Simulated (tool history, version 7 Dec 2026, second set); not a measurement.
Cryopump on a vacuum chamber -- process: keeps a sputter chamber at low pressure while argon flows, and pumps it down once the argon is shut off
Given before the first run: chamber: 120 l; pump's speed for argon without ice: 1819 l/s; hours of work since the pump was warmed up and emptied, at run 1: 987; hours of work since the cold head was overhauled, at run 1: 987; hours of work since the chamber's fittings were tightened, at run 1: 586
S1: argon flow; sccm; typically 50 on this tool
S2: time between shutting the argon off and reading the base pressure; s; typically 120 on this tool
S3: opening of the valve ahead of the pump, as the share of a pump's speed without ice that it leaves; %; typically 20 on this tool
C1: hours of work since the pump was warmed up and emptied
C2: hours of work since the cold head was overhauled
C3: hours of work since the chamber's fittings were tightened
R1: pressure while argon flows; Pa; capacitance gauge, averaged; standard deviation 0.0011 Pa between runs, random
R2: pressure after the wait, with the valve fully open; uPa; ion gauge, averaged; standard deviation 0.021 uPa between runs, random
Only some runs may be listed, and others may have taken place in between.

run 1 hour=0 | S1=50 S2=120 S3=20 | C1=987 C2=987 C3=586 | R1=0.2402 R2=0.57
run 2 hour=44.7 | S1=50 S2=120 S3=20 | C1=1015 C2=1015 C3=614 | R1=0.2402 R2=0.6
run 3 hour=84.8 | S1=50 S2=120 S3=20 | C1=1040 C2=1040 C3=639 | R1=0.2421 R2=0.64
run 4 hour=123.8 | S1=50 S2=120 S3=20 | C1=1065 C2=1065 C3=664 | R1=0.2409 R2=0.62
run 5 hour=147.9 | S1=50 S2=120 S3=20 | C1=1080 C2=1080 C3=679 | R1=0.2419 R2=0.59
run 6 hour=183.1 | S1=28 S2=120 S3=20 | C1=1102 C2=1102 C3=701 | R1=0.1356 R2=0.63
-- hour=226.8 pump warmed up, emptied and cooled again
run 7 hour=237 | S1=28 S2=120 S3=20 | C1=6 C2=1133 C3=732 | R1=0.1303 R2=0.51
run 8 hour=271.3 | S1=28 S2=120 S3=20 | C1=28 C2=1154 C3=753 | R1=0.1322 R2=0.52
run 9 hour=308.4 | S1=28 S2=120 S3=20 | C1=51 C2=1178 C3=776 | R1=0.1316 R2=0.58
run 10 hour=336.8 | S1=28 S2=120 S3=20 | C1=69 C2=1195 C3=794 | R1=0.1305 R2=0.57
run 11 hour=372.3 | S1=50 S2=120 S3=25 | C1=91 C2=1218 C3=816 | R1=0.1862 R2=0.6
run 12 hour=394.4 | S1=50 S2=120 S3=25 | C1=105 C2=1232 C3=830 | R1=0.187 R2=0.58
run 13 hour=418.7 | S1=50 S2=120 S3=25 | C1=120 C2=1247 C3=846 | R1=0.1884 R2=0.63
run 14 hour=454.1 | S1=50 S2=120 S3=25 | C1=143 C2=1269 C3=868 | R1=0.1877 R2=0.58
run 15 hour=485.2 | S1=50 S2=120 S3=25 | C1=162 C2=1289 C3=887 | R1=0.1888 R2=0.59
run 16 hour=505.9 | S1=50 S2=120 S3=25 | C1=175 C2=1302 C3=900 | R1=0.1889 R2=0.62
run 17 hour=544.6 | S1=50 S2=120 S3=20 | C1=199 C2=1326 C3=925 | R1=0.2355 R2=0.61
run 18 hour=585.4 | S1=27 S2=120 S3=48 | C1=225 C2=1351 C3=950 | R1=0.0533 R2=0.62
run 19 hour=636.3 | S1=36 S2=61 S3=49 | C1=257 C2=1383 C3=982 | R1=0.0712 R2=0.84
run 20 hour=666.3 | S1=36 S2=61 S3=49 | C1=276 C2=1402 C3=1001 | R1=0.0701 R2=0.82
run 21 hour=690.7 | S1=36 S2=61 S3=20 | C1=291 C2=1417 C3=1016 | R1=0.1691 R2=0.81
run 22 hour=715.4 | S1=50 S2=120 S3=28 | C1=307 C2=1433 C3=1032 | R1=0.1692 R2=0.66
run 23 hour=753.9 | S1=47 S2=300 S3=50 | C1=331 C2=1457 C3=1056 | R1=0.091 R2=0.57
run 24 hour=784.7 | S1=80 S2=120 S3=20 | C1=350 C2=1476 C3=1075 | R1=0.3794 R2=0.69
run 25 hour=808.1 | S1=24 S2=120 S3=15 | C1=365 C2=1491 C3=1090 | R1=0.1488 R2=0.68
run 26 hour=834.2 | S1=28 S2=120 S3=15 | C1=381 C2=1508 C3=1106 | R1=0.1755 R2=0.66
run 27 hour=872.4 | S1=50 S2=72 S3=27 | C1=405 C2=1532 C3=1130 | R1=0.1754 R2=0.8
run 28 hour=905.4 | S1=34 S2=41 S3=35 | C1=426 C2=1552 C3=1151 | R1=0.0932 R2=1.07
run 29 hour=946.5 | S1=57 S2=41 S3=29 | C1=452 C2=1578 C3=1177 | R1=0.1897 R2=1.14
run 30 hour=968.2 | S1=22 S2=120 S3=20 | C1=465 C2=1592 C3=1190 | R1=0.105 R2=0.71
run 31 hour=1002.6 | S1=75 S2=121 S3=56 | C1=487 C2=1613 C3=1212 | R1=0.1312 R2=0.74
run 32 hour=1027 | S1=75 S2=121 S3=56 | C1=502 C2=1628 C3=1227 | R1=0.131 R2=0.7
run 33 hour=1057.3 | S1=83 S2=121 S3=38 | C1=521 C2=1648 C3=1246 | R1=0.2116 R2=0.72

Pick out some run-to-run changes in R1. Of each, how much would a tool without hidden state show as well, from the settings, what came in and chance, and how much is left for the hidden state and any gauge scatter not in both results compared?
Hidden conditions of the tool in this case: pump's speed, % of a pump's without ice; cold plate's temperature, K; leak into the chamber, uPa l/s; drift of the gauge itself on working_pa, %; drift of the gauge itself on base_upa, %.
Run 5 -> 6: S1 50 -> 28. R1 -0.1063 Pa: hidden state -0.0041, all else -0.1022.
Run 6 -> 7: pump warmed up, emptied and cooled again. R1 -0.0053 Pa: hidden state -0.005, all else -0.0003.
Run 17 -> 18: S1 50 -> 27, S3 20 -> 48. R1 -0.1822 Pa: hidden state -0.001, all else -0.1812.
Run 23 -> 24: S1 47 -> 80, S2 300 -> 120, S3 50 -> 20. R1 +0.2884 Pa: hidden state +0.0026, all else +0.2858.
Run 24 -> 25: S1 80 -> 24, S3 20 -> 15. R1 -0.2306 Pa: hidden state -0.0041, all else -0.2265.
Run 30 -> 31: S1 22 -> 75, S2 120 -> 121, S3 20 -> 56. R1 +0.0262 Pa: hidden state +0.0052, all else +0.021.
